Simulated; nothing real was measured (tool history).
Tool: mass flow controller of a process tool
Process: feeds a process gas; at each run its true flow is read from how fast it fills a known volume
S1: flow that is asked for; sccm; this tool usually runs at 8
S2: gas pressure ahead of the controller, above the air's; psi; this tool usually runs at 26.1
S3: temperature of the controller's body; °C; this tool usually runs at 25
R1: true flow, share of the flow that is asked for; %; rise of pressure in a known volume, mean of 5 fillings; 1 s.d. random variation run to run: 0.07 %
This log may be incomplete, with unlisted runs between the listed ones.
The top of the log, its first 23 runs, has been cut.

Run 24, hour 2908.2: usual settings but S2 32.8 psi, S3 23 °C. Result: R1 98.07 %.
Run 25, hour 3015.3: usual settings but S2 32.8 psi, S3 23 °C. Result: R1 97.93 %.
Run 26, hour 3084.1: usual settings but S2 32.8 psi, S3 23 °C. Result: R1 98.04 %.
Run 27, hour 3197.3: usual settings but S3 27 °C. Result: R1 97.98 %.
Run 28, hour 3368.2: usual settings but S1 3 sccm, S2 37.3 psi, S3 34 °C. Result: R1 97.92 %.
Run 29, hour 3498.4: usual settings but S1 3 sccm, S2 37.3 psi, S3 34 °C. Result: R1 98.01 %.
Run 30, hour 3600.9: usual settings but S1 3 sccm, S2 37.3 psi, S3 34 °C. Result: R1 98.05 %.
Run 31, hour 3762.1: usual settings but S1 5 sccm, S2 27.1 psi, S3 20 °C. Result: R1 97.23 %.
Run 32, hour 3904: usual settings but S1 18 sccm, S2 32.5 psi, S3 31 °C. Result: R1 99 %.
Run 33, hour 4014.9: usual settings but S1 18 sccm, S2 32.5 psi, S3 31 °C. Result: R1 99.12 %.
Run 34, hour 4149.7: usual settings but S1 16 sccm, S2 32.5 psi, S3 21 °C. Result: R1 98.37 %.
At hour 4223.4: gauge calibrated.
Run 35, hour 4315.7: usual settings but S1 3 sccm, S2 24.9 psi, S3 27 °C. Result: R1 98.22 %.
Run 36, hour 4482.2: usual settings but S1 3 sccm, S3 30 °C. Result: R1 98.34 %.
Run 37, hour 4620: usual settings but S1 12 sccm, S2 35.8 psi, S3 24 °C. Result: R1 99.37 %.
Run 38, hour 4779.6: usual settings but S1 12 sccm, S2 35.8 psi, S3 24 °C. Result: R1 99.2 %.
Run 39, hour 4856.3: usual settings but S1 19 sccm, S2 28.6 psi. Result: R1 99.7 %.

3 ways to go on from here, each from the tool as it stands after run 39. What would each give?
Run A, hour 4928.3: usual settings but S2 30.9 psi. Result: R1 ?.
Run B, hour 4928.3: usual settings but S2 28.6 psi. Result: R1 ?.
Run C, hour 4928.3: usual settings but S2 28.4 psi. Result: R1 ?.

run     R1
  A  98.75
  B  98.63
  C  98.52
Stripped of hidden state, with their random variation kept, the same runs would have yielded:
run     R1
  A  98.96
  B  98.84
  C  98.73
